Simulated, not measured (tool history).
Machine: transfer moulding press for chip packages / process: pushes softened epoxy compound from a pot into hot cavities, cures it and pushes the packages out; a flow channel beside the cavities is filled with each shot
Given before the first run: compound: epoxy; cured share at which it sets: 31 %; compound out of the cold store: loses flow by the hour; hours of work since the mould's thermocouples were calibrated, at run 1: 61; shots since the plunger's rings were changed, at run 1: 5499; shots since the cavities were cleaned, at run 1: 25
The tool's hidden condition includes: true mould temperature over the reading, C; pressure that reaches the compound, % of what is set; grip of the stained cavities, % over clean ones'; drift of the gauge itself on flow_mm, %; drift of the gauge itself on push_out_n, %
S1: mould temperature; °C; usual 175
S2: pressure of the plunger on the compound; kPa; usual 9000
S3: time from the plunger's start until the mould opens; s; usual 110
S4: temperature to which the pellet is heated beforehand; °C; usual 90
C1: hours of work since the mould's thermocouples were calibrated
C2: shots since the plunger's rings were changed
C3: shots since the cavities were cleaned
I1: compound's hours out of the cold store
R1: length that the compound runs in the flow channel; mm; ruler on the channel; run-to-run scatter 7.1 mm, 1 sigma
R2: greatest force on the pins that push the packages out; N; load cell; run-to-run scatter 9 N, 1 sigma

run	hour	S1	S2	S3	S4	C1	C2	C3	I1	R1	R2
1	0.0	175	9000	110	90	61	5499	25	18.0	747	414
2	9.3	175	9000	110	90	66	5592	118	21.5	734	445
3	17.8	175	9000	144	90	71	5677	203	38.8	670	363
4	25.1	175	9000	120	90	75	5749	275	9.8	776	453
# hour 33.8: plunger's sealing rings changed
5	34.2	175	9000	120	90	78	3	341	16.0	793	460
6	42.0	175	9000	120	90	83	82	420	35.0	730	453
7	46.1	175	9000	120	90	85	123	461	27.3	742	480
8	50.6	175	9000	110	90	87	168	506	34.9	718	537
9	58.2	175	9000	110	90	92	243	581	36.1	727	546
10	67.3	175	9000	110	90	97	334	672	42.9	708	563
11	71.6	175	9000	110	90	99	377	715	36.8	732	556
12	79.9	175	9000	110	90	104	460	798	41.1	723	566
13	86.7	175	9000	110	90	108	528	866	21.7	760	617
14	92.5	175	9000	110	90	111	586	924	15.0	788	596
15	101.7	177	10360	110	81	116	678	1016	9.1	867	539
# hour 108.0: cavities cleaned with cleaning compound and waxed
16	109.4	177	9740	110	86	119	739	14	43.2	721	349
17	114.9	177	9740	110	86	122	794	69	16.9	799	382
18	123.2	170	10550	110	86	127	878	153	37.1	804	586
19	127.9	179	9000	127	90	130	924	199	44.0	703	378
20	131.9	175	9000	146	90	132	965	240	29.1	741	375
21	139.9	175	9000	129	92	136	1044	319	32.5	726	406
22	146.0	175	9000	129	92	140	1105	380	23.1	761	432
23	152.1	175	9000	129	92	143	1166	441	36.3	727	441
24	159.2	182	9000	100	85	147	1237	512	33.3	711	475
25	164.1	182	7090	100	85	150	1285	560	23.1	656	502
26	170.2	182	7090	100	85	153	1346	621	39.1	622	455
27	176.7	175	9000	143	92	157	1412	687	28.0	747	435
28	184.7	175	9000	143	92	161	1491	766	15.7	782	448

Forecast each of these 5 alternatives for the next run:
A	189.0	175	9000	116	92	163	1534	809	36.0	?	?
B	189.0	172	9000	110	90	163	1534	809	11.2	?	?
C	189.0	173	9000	110	96	163	1534	809	38.4	?	?
D	189.0	175	9000	120	92	163	1534	809	45.3	?	?
E	189.0	175	10530	107	85	163	1534	809	42.5	?	?

run	R1	R2
A	714	532
B	807	662
C	717	594
D	704	493
E	756	586
What these runs would have given with no unlogged condition in the tool:
run	R1	R2
A	727	366
B	822	463
C	730	415
D	717	337
E	769	408
